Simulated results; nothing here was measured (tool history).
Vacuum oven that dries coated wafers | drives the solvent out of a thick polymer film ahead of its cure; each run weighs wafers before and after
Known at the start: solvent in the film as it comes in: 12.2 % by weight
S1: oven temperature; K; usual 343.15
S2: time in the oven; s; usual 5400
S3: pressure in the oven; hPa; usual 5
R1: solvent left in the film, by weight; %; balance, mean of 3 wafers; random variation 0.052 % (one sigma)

| run | hour | S1 | S2 | S3 | R1 |
|---|---|---|---|---|---|
| 1 | 0 | 343.15 | 5400 | 5 | 1.44 |
| 2 | 12.7 | 343.15 | 5400 | 5 | 1.42 |
| 3 | 20.6 | 343.15 | 5400 | 5 | 1.56 |
| 4 | 32.1 | 343.15 | 5400 | 5 | 1.48 |
| 5 | 39.6 | 343.15 | 5400 | 5 | 1.42 |
| 6 | 48.7 | 343.15 | 4860 | 5 | 1.73 |
| 7 | 57 | 343.15 | 4860 | 12.66 | 2.39 |
| 8 | 67.2 | 343.15 | 5400 | 5 | 1.47 |
| 9 | 76.5 | 356.15 | 5400 | 5 | 0.33 |
| 10 | 87.5 | 356.15 | 5400 | 5 | 0.29 |
| 11 | 100.3 | 356.15 | 5400 | 5 | 0.29 |
| 12 | 107 | 356.15 | 5400 | 5 | 0.28 |
| 13 | 118.4 | 356.15 | 5400 | 5 | 0.36 |
| 14 | 127.2 | 338.15 | 5400 | 5 | 2.54 |
| 15 | 139.3 | 350.15 | 3660 | 5.48 | 1.26 |
| 16 | 146.6 | 354.15 | 5400 | 15.71 | 1 |
| 17 | 156.5 | 354.15 | 5400 | 15.71 | 0.9 |
| 18 | 163.2 | 354.15 | 5400 | 15.71 | 0.99 |

Forecast each of these 4 alternatives for the next run:
| A | 175.5 | 339.15 | 5400 | 4.74 | ? |
| B | 175.5 | 354.15 | 6060 | 5.9 | ? |
| C | 175.5 | 335.15 | 8400 | 4.1 | ? |
| D | 175.5 | 354.15 | 6780 | 15.71 | ? |

| run | R1 |
|---|---|
| A | 2.29 |
| B | 0.3 |
| C | 1.95 |
| D | 0.94 |
Without the tool's hidden state the same runs would have given:
| run | R1 |
|---|---|
| A | 1.97 |
| B | 0.24 |
| C | 1.65 |
| D | 0.87 |
